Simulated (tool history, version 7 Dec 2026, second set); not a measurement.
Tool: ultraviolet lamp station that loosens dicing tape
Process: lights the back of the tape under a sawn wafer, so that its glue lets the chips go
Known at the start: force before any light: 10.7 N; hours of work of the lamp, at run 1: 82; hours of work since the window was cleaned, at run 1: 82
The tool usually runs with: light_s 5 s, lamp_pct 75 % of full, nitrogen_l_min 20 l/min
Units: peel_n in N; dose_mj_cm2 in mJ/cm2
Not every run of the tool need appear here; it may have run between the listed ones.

run	hour	light_s	lamp_pct	nitrogen_l_min	hours of work of the lamp	hours of work since the window was cleaned	peel_n	dose_mj_cm2
1	0	5	75	20	82	82	1.717	505
2	4.8	5	75	20	85	85	1.678	498
3	11.6	5	75	20	90	90	1.696	503
4	19.1	2	75	20	95	95	5.367	203
5	29.1	2	75	20	102	102	5.092	195
6	35.3	5	75	20	106	106	1.742	495
7	41.9	5	75	20	111	111	1.726	493
8	46.3	5	95	20	114	114	1.097	623
9	52.4	5	95	20	118	118	1.141	616
10	60	5	95	20	123	123	1.109	610
11	64.9	5	95	20	126	126	1.112	610
12	69.5	5	75	20	129	129	1.841	479
13	78.6	5	75	20	135	135	1.819	475
14	84.6	5	75	20	140	140	1.883	478
15	93.8	5	75	25	146	146	1.657	478
16	104	5	60	18	153	153	2.763	376
17	111.2	5	62	20	158	158	2.519	382
18	118.4	5	62	20	163	163	2.616	384
19	123.5	5	62	20	166	166	2.609	379
20	133.6	3	75	20	173	173	3.827	273
21	140.1	4	75	7	177	177	4.461	363
22	147	10	63	19	182	182	0.708	757
23	151.8	4	96	20	185	185	1.973	461
24	158.4	4	96	20	190	190	1.902	461
25	167.7	2	75	36	196	196	4.9	178
26	176.8	2	75	36	202	202	4.982	178
27	182.4	3	93	20	206	206	3.16	329
28	192.3	3	66	9	213	213	5.966	233
29	199.8	3	65	19	218	218	4.889	229

Each row is a separate what-if for the run after 29, all from the same tool condition, not one after another. Results?
A	206.1	5	70	20	222	222	?	?
B	206.1	4	73	11	222	222	?	?
C	206.1	9	65	19	222	222	?	?
D	206.1	5	84	20	222	222	?	?

run	peel_n	dose_mj_cm2
A	2.472	405
B	3.882	337
C	0.959	683
D	1.764	491
Take away the tool's hidden state, keep each run's random variation, and the runs would have read:
run	peel_n	dose_mj_cm2
A	1.628	521
B	2.94	433
C	0.502	878
D	1.076	632
